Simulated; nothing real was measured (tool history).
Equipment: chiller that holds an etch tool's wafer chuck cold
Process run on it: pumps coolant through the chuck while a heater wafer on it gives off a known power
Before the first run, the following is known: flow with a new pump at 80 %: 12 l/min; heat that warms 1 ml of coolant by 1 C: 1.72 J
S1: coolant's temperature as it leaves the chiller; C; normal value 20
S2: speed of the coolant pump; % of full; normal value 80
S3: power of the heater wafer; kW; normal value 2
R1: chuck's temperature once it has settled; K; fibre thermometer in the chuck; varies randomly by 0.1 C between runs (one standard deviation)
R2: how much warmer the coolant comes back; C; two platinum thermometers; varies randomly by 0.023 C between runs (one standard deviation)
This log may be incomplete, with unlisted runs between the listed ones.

Run 1, hour 0: usual settings. Result: R1 308.05 K, R2 5.91 C.
Run 2, hour 54.9: usual settings. Result: R1 307.95 K, R2 5.92 C.
Run 3, hour 103.2: usual settings. Result: R1 308.25 K, R2 5.89 C.
Run 4, hour 147.6: usual settings. Result: R1 308.05 K, R2 5.91 C.
Run 5, hour 173.3: usual settings. Result: R1 308.25 K, R2 5.88 C.
Run 6, hour 219.6: usual settings. Result: R1 308.15 K, R2 5.92 C.
Run 7, hour 267.6: usual settings. Result: R1 308.05 K, R2 5.95 C.
Run 8, hour 321.4: usual settings. Result: R1 307.95 K, R2 5.95 C.
Run 9, hour 371: usual settings. Result: R1 308.05 K, R2 5.94 C.
Run 10, hour 394.8: usual settings. Result: R1 308.05 K, R2 5.95 C.
Run 11, hour 445: usual settings but S1 30 C, S2 91 % of full, S3 1.027 kW. Result: R1 310.35 K, R2 2.69 C.
Run 12, hour 486.9: usual settings but S2 69 % of full, S3 3 kW. Result: R1 318.55 K, R2 10.25 C.
Run 13, hour 520.3: usual settings but S1 19 C, S2 69 % of full, S3 1.963 kW. Result: R1 308.75 K, R2 6.6 C.
Run 14, hour 543.6: usual settings but S2 90 % of full, S3 1.666 kW. Result: R1 304.45 K, R2 4.45 C.
Run 15, hour 596.1: usual settings but S3 1.043 kW. Result: R1 301.05 K, R2 3.09 C.
Run 16, hour 623.1: usual settings but S3 1.043 kW. Result: R1 300.85 K, R2 3.11 C.
Run 17, hour 663.8: usual settings but S3 1.043 kW. Result: R1 300.95 K, R2 3.07 C.
Run 18, hour 715.5: usual settings but S1 18 C, S3 1.421 kW. Result: R1 301.85 K, R2 4.23 C.
Run 19, hour 768.1: usual settings but S1 13 C, S2 75 % of full, S3 1.421 kW. Result: R1 297.25 K, R2 4.51 C.

Forecast each of these 5 alternatives for the next run:
Run A, hour 818.5: usual settings but S1 23 C, S2 93 % of full, S3 2.47 kW. Result: R1 ?, R2 ?.
Run B, hour 818.5: usual settings but S1 26 C, S2 85 % of full, S3 1.544 kW. Result: R1 ?, R2 ?.
Run C, hour 818.5: usual settings but S1 13 C, S2 63 % of full, S3 1.07 kW. Result: R1 ?, R2 ?.
Run D, hour 818.5: usual settings but S1 30 C. Result: R1 ?, R2 ?.
Run E, hour 818.5: usual settings but S1 13 C, S2 85 % of full, S3 1.421 kW. Result: R1 ?, R2 ?.

run      R1    R2
  A  312.55  6.28
  B  310.25  4.32
  C  295.95  3.98
  D  318.45  5.94
  E  296.25  3.97
The same runs, with their run-to-run variation unchanged, on a tool lacking any hidden condition would have given:
run      R1    R2
  A  311.55  6.13
  B  309.55  4.21
  C  295.35  3.88
  D  317.45  5.79
  E  295.65  3.87

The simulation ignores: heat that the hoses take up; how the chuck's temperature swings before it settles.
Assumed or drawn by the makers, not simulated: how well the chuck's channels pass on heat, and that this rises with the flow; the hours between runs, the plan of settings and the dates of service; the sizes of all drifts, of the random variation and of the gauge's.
